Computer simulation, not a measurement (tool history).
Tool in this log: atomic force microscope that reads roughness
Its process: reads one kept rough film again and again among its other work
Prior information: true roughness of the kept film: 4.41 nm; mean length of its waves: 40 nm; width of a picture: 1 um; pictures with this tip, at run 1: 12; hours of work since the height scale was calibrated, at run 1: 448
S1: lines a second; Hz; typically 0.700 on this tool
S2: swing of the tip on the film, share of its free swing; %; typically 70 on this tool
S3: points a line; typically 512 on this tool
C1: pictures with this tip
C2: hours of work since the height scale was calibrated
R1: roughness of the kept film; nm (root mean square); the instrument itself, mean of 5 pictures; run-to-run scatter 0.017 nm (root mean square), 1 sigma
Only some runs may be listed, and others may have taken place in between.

Run 1, hour 0.0: usual settings; C1 12; C2 448. Result: R1 3.919 nm (root mean square).
Run 2, hour 12.3: usual settings; C1 33; C2 455. Result: R1 3.822 nm (root mean square).
Run 3, hour 26.1: usual settings; C1 56; C2 463. Result: R1 3.615 nm (root mean square).
Run 4, hour 44.2: usual settings; C1 86; C2 474. Result: R1 3.392 nm (root mean square).
At hour 50.5: new tip fitted.
Run 5, hour 53.4: usual settings; C1 5; C2 479. Result: R1 3.927 nm (root mean square).
Run 6, hour 73.9: usual settings; C1 39; C2 490. Result: R1 3.613 nm (root mean square).
Run 7, hour 90.0: usual settings; C1 66; C2 500. Result: R1 3.441 nm (root mean square).
Run 8, hour 99.2: usual settings; C1 81; C2 505. Result: R1 3.358 nm (root mean square).
At hour 108.5: new tip fitted.
Run 9, hour 110.1: usual settings; C1 3; C2 511. Result: R1 3.976 nm (root mean square).
Run 10, hour 120.9: usual settings; C1 21; C2 517. Result: R1 3.810 nm (root mean square).
Run 11, hour 136.7: usual settings; C1 47; C2 526. Result: R1 3.614 nm (root mean square).
Run 12, hour 148.9: usual settings but S3 328; C1 68; C2 533. Result: R1 3.441 nm (root mean square).
Run 13, hour 163.6: usual settings but S3 328; C1 92; C2 542. Result: R1 3.279 nm (root mean square).
At hour 165.1: new tip fitted.
Run 14, hour 180.3: usual settings; C1 25; C2 551. Result: R1 3.809 nm (root mean square).
Run 15, hour 196.0: usual settings; C1 52; C2 560. Result: R1 3.624 nm (root mean square).
Run 16, hour 204.9: usual settings; C1 67; C2 565. Result: R1 3.496 nm (root mean square).
Run 17, hour 219.4: usual settings; C1 91; C2 574. Result: R1 3.355 nm (root mean square).
At hour 222.8: new tip fitted.
Run 18, hour 237.4: usual settings; C1 24; C2 584. Result: R1 3.770 nm (root mean square).
Run 19, hour 255.9: usual settings; C1 55; C2 594. Result: R1 3.536 nm (root mean square).
Run 20, hour 274.4: usual settings; C1 86; C2 605. Result: R1 3.343 nm (root mean square).
At hour 280.2: new tip fitted.
Run 21, hour 293.5: usual settings; C1 22; C2 616. Result: R1 3.798 nm (root mean square).
Run 22, hour 313.6: usual settings; C1 56; C2 627. Result: R1 3.557 nm (root mean square).
Run 23, hour 327.6: usual settings but S1 0.976 Hz; C1 79; C2 636. Result: R1 3.359 nm (root mean square).
At hour 337.9: new tip fitted.
Run 24, hour 345.2: usual settings but S3 386; C1 12; C2 645. Result: R1 3.924 nm (root mean square).
Run 25, hour 363.1: usual settings but S1 1.831 Hz; C1 42; C2 656. Result: R1 3.574 nm (root mean square).
Run 26, hour 379.9: usual settings but S1 1.831 Hz; C1 70; C2 665. Result: R1 3.318 nm (root mean square).
At hour 395.1: new tip fitted.
Run 27, hour 397.5: usual settings but S1 2.574 Hz, S3 831; C1 4; C2 675. Result: R1 3.794 nm (root mean square).
Run 28, hour 412.7: usual settings but S1 3.443 Hz, S2 85 %, S3 413; C1 30; C2 684. Result: R1 3.218 nm (root mean square).
Run 29, hour 425.4: usual settings but S1 3.443 Hz, S2 71 %, S3 287; C1 51; C2 691. Result: R1 3.338 nm (root mean square).
Run 30, hour 443.5: usual settings but S1 3.443 Hz, S2 71 %, S3 287; C1 81; C2 702. Result: R1 3.150 nm (root mean square).
At hour 451.8: new tip fitted.
Run 31, hour 462.6: usual settings but S1 3.443 Hz, S2 71 %, S3 287; C1 19; C2 712. Result: R1 3.577 nm (root mean square).
Run 32, hour 477.9: usual settings but S2 84 %, S3 446; C1 44; C2 721. Result: R1 3.532 nm (root mean square).
Run 33, hour 495.7: usual settings but S1 1.789 Hz, S2 85 %, S3 497; C1 74; C2 732. Result: R1 3.189 nm (root mean square).
At hour 508.1: new tip fitted.
Run 34, hour 510.0: usual settings but S1 0.610 Hz, S2 76 %, S3 997; C1 3; C2 740. Result: R1 3.977 nm (root mean square).
Run 35, hour 527.5: usual settings but S2 80 %, S3 739; C1 32; C2 750. Result: R1 3.691 nm (root mean square).
Run 36, hour 542.5: usual settings but S2 60 %, S3 625; C1 57; C2 758. Result: R1 3.569 nm (root mean square).
Run 37, hour 551.5: usual settings but S2 60 %, S3 625; C1 73; C2 763. Result: R1 3.471 nm (root mean square).
At hour 564.7: new tip fitted.
Run 38, hour 572.6: usual settings but S1 1.032 Hz, S2 76 %, S3 625; C1 13; C2 775. Result: R1 3.821 nm (root mean square).
Run 39, hour 591.8: usual settings but S1 3.005 Hz, S2 73 %; C1 45; C2 786. Result: R1 3.400 nm (root mean square).
Run 40, hour 608.8: usual settings but S2 66 %, S3 326; C1 73; C2 796. Result: R1 3.423 nm (root mean square).
At hour 622.1: new tip fitted.
Run 41, hour 622.9: usual settings but S1 1.771 Hz, S2 57 %, S3 326; C1 1; C2 804. Result: R1 3.958 nm (root mean square).
Run 42, hour 635.8: usual settings but S1 2.610 Hz, S2 60 %; C1 23; C2 811. Result: R1 3.717 nm (root mean square).
Run 43, hour 646.4: usual settings but S1 1.160 Hz, S2 60 %, S3 982; C1 41; C2 818. Result: R1 3.648 nm (root mean square).
Run 44, hour 658.2: usual settings but S1 0.847 Hz, S3 607; C1 60; C2 824. Result: R1 3.484 nm (root mean square).
Run 45, hour 670.6: usual settings but S1 2.876 Hz, S2 55 %, S3 354; C1 81; C2 832. Result: R1 3.344 nm (root mean square).
At hour 678.8: new tip fitted.
Run 46, hour 691.4: usual settings but S1 0.956 Hz, S3 310; C1 21; C2 843. Result: R1 3.792 nm (root mean square).
Run 47, hour 702.8: usual settings but S1 0.956 Hz, S3 310; C1 40; C2 850. Result: R1 3.666 nm (root mean square).
Run 48, hour 715.8: usual settings but S1 0.956 Hz, S3 310; C1 62; C2 857. Result: R1 3.503 nm (root mean square).

Predict the results of run 49:
Run 49, hour 730.0: usual settings but S1 2.415 Hz, S2 58 %; C1 86; C2 866. Result: R1 ?.

{"run 49": {"R1": 3.335}}
Minus the tool's unlogged condition, the same run would have read R1 3.988 nm (root mean square).

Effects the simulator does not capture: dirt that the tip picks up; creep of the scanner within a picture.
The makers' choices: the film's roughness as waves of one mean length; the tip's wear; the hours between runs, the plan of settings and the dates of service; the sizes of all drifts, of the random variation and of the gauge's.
